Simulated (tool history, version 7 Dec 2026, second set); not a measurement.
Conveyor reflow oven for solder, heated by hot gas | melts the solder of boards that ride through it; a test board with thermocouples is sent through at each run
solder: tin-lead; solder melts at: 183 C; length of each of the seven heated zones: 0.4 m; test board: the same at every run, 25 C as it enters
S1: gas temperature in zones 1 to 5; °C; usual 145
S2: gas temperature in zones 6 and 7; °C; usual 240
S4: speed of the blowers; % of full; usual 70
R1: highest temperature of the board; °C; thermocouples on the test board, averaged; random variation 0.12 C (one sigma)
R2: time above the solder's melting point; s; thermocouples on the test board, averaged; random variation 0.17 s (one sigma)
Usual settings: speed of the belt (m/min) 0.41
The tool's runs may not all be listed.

Run 1, hour 0: usual settings. Result: R1 225.6 °C, R2 100.9 s.
Run 2, hour 28.1: usual settings but speed of the belt (m/min) 0.482. Result: R1 219.9 °C, R2 80.2 s.
Run 3, hour 60.7: usual settings but speed of the belt (m/min) 0.482. Result: R1 219.9 °C, R2 79.9 s.
Run 4, hour 90.4: usual settings but speed of the belt (m/min) 0.482. Result: R1 219.7 °C, R2 80.1 s.
Run 5, hour 121.1: usual settings but speed of the belt (m/min) 0.482. Result: R1 219.7 °C, R2 79.9 s.
Run 6, hour 160.7: usual settings but S2 247 °C. Result: R1 231.2 °C, R2 105.9 s.
Run 7, hour 200.2: usual settings but S2 247 °C. Result: R1 231 °C, R2 106 s.
Run 8, hour 221.9: usual settings. Result: R1 224.8 °C, R2 100.6 s.
At hour 229.7: flux residue cleaned out of gas plates and filters.
Run 9, hour 259: usual settings. Result: R1 227.1 °C, R2 102.3 s.
Run 10, hour 284.3: usual settings but S4 58 % of full. Result: R1 224.8 °C, R2 100.3 s.
Run 11, hour 314.3: usual settings but S4 58 % of full. Result: R1 224.5 °C, R2 100.5 s.
Run 12, hour 357.5: usual settings but S4 58 % of full. Result: R1 224.6 °C, R2 100.7 s.
Run 13, hour 391.9: usual settings but S4 58 % of full. Result: R1 224.6 °C, R2 100.4 s.
Run 14, hour 435.4: usual settings. Result: R1 226.8 °C, R2 102.8 s.
Run 15, hour 478.7: usual settings. Result: R1 226.4 °C, R2 102.2 s.
Run 16, hour 512.1: usual settings. Result: R1 226.5 °C, R2 102.1 s.
Run 17, hour 547.3: usual settings but speed of the belt (m/min) 0.35, S4 64 % of full. Result: R1 229.9 °C, R2 124.5 s.
Run 18, hour 587.9: usual settings but speed of the belt (m/min) 0.35, S4 64 % of full. Result: R1 229.9 °C, R2 123.6 s.
Run 19, hour 609.9: usual settings but speed of the belt (m/min) 0.35, S4 64 % of full. Result: R1 229.6 °C, R2 123.8 s.
Run 20, hour 638: usual settings but S1 136 °C, speed of the belt (m/min) 0.478, S4 56 % of full. Result: R1 215.9 °C, R2 72.2 s.
Run 21, hour 681.6: usual settings but S1 136 °C, speed of the belt (m/min) 0.478, S4 56 % of full. Result: R1 215.9 °C, R2 72.3 s.
Run 22, hour 707: usual settings but S1 136 °C, speed of the belt (m/min) 0.478, S4 56 % of full. Result: R1 215.9 °C, R2 72.2 s.
Run 23, hour 729.6: usual settings but S1 141 °C, S2 229 °C, S4 65 % of full. Result: R1 214.9 °C, R2 88.3 s.
Run 24, hour 753.3: usual settings but S1 143 °C, S2 229 °C, S4 65 % of full. Result: R1 215 °C, R2 89.7 s.
Run 25, hour 781.5: usual settings but S2 243 °C, speed of the belt (m/min) 0.366. Result: R1 231.7 °C, R2 119.9 s.
Run 26, hour 812.4: usual settings but S1 138 °C. Result: R1 224.5 °C, R2 97 s.
Run 27, hour 836.4: usual settings but S1 138 °C. Result: R1 224.5 °C, R2 97.1 s.
At hour 858.8: flux residue cleaned out of gas plates and filters.
Run 28, hour 864.1: usual settings but S1 152 °C, S2 253 °C, speed of the belt (m/min) 0.422, S4 84 % of full. Result: R1 241.3 °C, R2 114.6 s.
Run 29, hour 898: usual settings but S2 234 °C. Result: R1 222.6 °C, R2 99.2 s.
At hour 921.6: belt drive overhauled, speed set with a stopwatch.
Run 30, hour 929: usual settings but S2 234 °C, S4 71 % of full. Result: R1 222 °C, R2 97.3 s.
Run 31, hour 951.6: usual settings but S2 234 °C, speed of the belt (m/min) 0.379, S4 76 % of full. Result: R1 224.4 °C, R2 108.2 s.
Run 32, hour 985.4: usual settings but S1 153 °C, S2 250 °C, speed of the belt (m/min) 0.437, S4 53 % of full. Result: R1 231.7 °C, R2 102.8 s.

3 ways to go on from here, each from the tool as it stands after run 32. What would each give?
Run A, hour 1025.3: usual settings but S1 155 °C, S2 236 °C, S4 64 % of full. Result: R1 ?, R2 ?.
Run B, hour 1025.3: usual settings but S1 153 °C, S2 250 °C, speed of the belt (m/min) 0.394, S4 78 % of full. Result: R1 ?, R2 ?.
Run C, hour 1025.3: usual settings but S1 153 °C, S2 250 °C, speed of the belt (m/min) 0.437, S4 88 % of full. Result: R1 ?, R2 ?.

run     R1     R2
  A  224.1  105.3
  B  239.3  119.4
  C  237.6  106.8
Without the tool's hidden state the same runs would have given:
run     R1     R2
  A  223.1  104.4
  B  238.3  118.6
  C  236.7  106.1
